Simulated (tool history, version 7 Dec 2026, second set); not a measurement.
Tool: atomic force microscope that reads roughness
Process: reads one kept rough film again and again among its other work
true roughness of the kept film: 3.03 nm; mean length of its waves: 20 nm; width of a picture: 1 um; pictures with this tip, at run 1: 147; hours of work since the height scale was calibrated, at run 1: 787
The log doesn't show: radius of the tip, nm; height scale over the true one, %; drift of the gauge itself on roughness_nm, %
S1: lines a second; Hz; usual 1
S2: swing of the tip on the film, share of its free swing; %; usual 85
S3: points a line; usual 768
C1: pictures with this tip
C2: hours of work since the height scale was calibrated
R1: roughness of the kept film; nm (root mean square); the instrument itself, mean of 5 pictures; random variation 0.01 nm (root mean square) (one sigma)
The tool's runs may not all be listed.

run,day,S1,S2,S3,C1,C2,R1
1,0,1,85,768,147,787,2.415
2,1.592,1,85,444,200,815,2.395
3,2.438,1,85,444,229,829,2.39
# day 3.379: new tip fitted
4,4.108,1,85,444,25,858,2.412
5,5.112,1,85,768,59,875,2.435
6,6.771,1,85,768,115,903,2.419
7,7.642,1,85,435,144,918,2.412
8,9.021,2.89,85,841,191,942,2.093
9,10.292,1,85,666,234,964,2.412
# day 11.008: new tip fitted
10,11.1,1.08,89,555,3,977,2.37
11,12.875,1.08,89,555,63,1008,2.355
12,14.712,1,82,478,125,1039,2.442
13,15.85,0.91,85,759,164,1059,2.421

Forecast each of these 5 alternatives for the next run:
A,17.1,2.48,71,259,206,1080,?
B,17.1,1.06,81,708,206,1080,?
C,17.1,1.05,64,314,206,1080,?
D,17.1,0.94,88,596,206,1080,?
E,17.1,1.95,85,759,206,1080,?

run,R1
A,2.311
B,2.441
C,2.509
D,2.4
E,2.271
Without the tool's hidden state the same runs would have given:
run,R1
A,2.315
B,2.445
C,2.513
D,2.404
E,2.275
